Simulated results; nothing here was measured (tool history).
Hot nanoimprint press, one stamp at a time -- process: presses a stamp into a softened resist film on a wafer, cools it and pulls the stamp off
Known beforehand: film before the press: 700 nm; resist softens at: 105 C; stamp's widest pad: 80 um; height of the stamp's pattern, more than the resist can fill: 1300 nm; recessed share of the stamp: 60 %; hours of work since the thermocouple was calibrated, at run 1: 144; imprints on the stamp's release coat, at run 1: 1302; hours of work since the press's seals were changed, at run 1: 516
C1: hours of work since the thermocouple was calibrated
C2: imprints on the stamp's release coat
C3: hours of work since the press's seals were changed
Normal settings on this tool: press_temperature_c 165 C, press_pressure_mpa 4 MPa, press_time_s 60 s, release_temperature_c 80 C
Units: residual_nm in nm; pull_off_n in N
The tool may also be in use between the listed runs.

Run 1, hour 0: usual settings; C1 144; C2 1302; C3 516. Result: residual_nm 404 nm, pull_off_n 284 N.
Run 2, hour 18.6: usual settings but press_time_s 34 s; C1 156; C2 1358; C3 527. Result: residual_nm 477.8 nm, pull_off_n 275 N.
Run 3, hour 38.2: usual settings; C1 167; C2 1418; C3 539. Result: residual_nm 403.8 nm, pull_off_n 294 N.
At hour 60.7: stamp cleaned and given a new release coat.
Run 4, hour 62.5: usual settings but press_time_s 65 s; C1 178; C2 5; C3 550. Result: residual_nm 393.8 nm, pull_off_n 207 N.
Run 5, hour 81.5: usual settings but press_time_s 65 s; C1 190; C2 63; C3 561. Result: residual_nm 394.1 nm, pull_off_n 213 N.
Run 6, hour 106.2: usual settings but press_time_s 65 s; C1 205; C2 138; C3 576. Result: residual_nm 394.4 nm, pull_off_n 213 N.
Run 7, hour 121.6: usual settings but press_time_s 65 s; C1 214; C2 184; C3 585. Result: residual_nm 393 nm, pull_off_n 217 N.
Run 8, hour 146.5: usual settings but press_time_s 65 s; C1 229; C2 260; C3 600. Result: residual_nm 391.3 nm, pull_off_n 222 N.
Run 9, hour 162.1: usual settings but press_time_s 75 s; C1 238; C2 307; C3 610. Result: residual_nm 374 nm, pull_off_n 217 N.
Run 10, hour 183.8: usual settings but press_time_s 50 s; C1 252; C2 373; C3 623. Result: residual_nm 429 nm, pull_off_n 218 N.
Run 11, hour 207.6: usual settings but press_pressure_mpa 5.39 MPa; C1 266; C2 446; C3 637. Result: residual_nm 362.4 nm, pull_off_n 223 N.
Run 12, hour 222.4: usual settings but press_pressure_mpa 5.39 MPa; C1 275; C2 490; C3 646. Result: residual_nm 360.7 nm, pull_off_n 229 N.
Run 13, hour 243.7: usual settings but press_pressure_mpa 5.39 MPa; C1 288; C2 555; C3 659. Result: residual_nm 361.7 nm, pull_off_n 239 N.
Run 14, hour 261.4: usual settings but press_pressure_mpa 3.33 MPa, press_time_s 94 s, release_temperature_c 84 C; C1 298; C2 609; C3 670. Result: residual_nm 368.5 nm, pull_off_n 223 N.
Run 15, hour 280.6: usual settings but press_pressure_mpa 3.33 MPa, press_time_s 94 s, release_temperature_c 84 C; C1 310; C2 667; C3 681. Result: residual_nm 367 nm, pull_off_n 242 N.
Run 16, hour 290.7: usual settings but press_time_s 108 s; C1 316; C2 698; C3 687. Result: residual_nm 325.9 nm, pull_off_n 248 N.
At hour 299.8: plate thermocouple calibrated.
Run 17, hour 309.4: usual settings but press_temperature_c 167 C, press_pressure_mpa 5.07 MPa, press_time_s 37 s, release_temperature_c 86 C; C1 6; C2 745; C3 697. Result: residual_nm 398 nm, pull_off_n 245 N.
Run 18, hour 320.5: usual settings but press_temperature_c 167 C, press_pressure_mpa 3.48 MPa, press_time_s 37 s, release_temperature_c 86 C; C1 12; C2 779; C3 703. Result: residual_nm 448.9 nm, pull_off_n 244 N.

Run 19 has not been measured yet. What should we expect?
Run 19, hour 331.4: usual settings but press_temperature_c 173 C, press_pressure_mpa 3.48 MPa, press_time_s 120 s, release_temperature_c 81 C; C1 19; C2 812; C3 710. Result: residual_nm ?, pull_off_n ?.

{"run 19": {"residual_nm": 201.7, "pull_off_n": 238}}
Were there no unlogged condition in the tool, this run, its random variation unchanged, would have produced residual_nm 197.1 nm, pull_off_n 191 N.
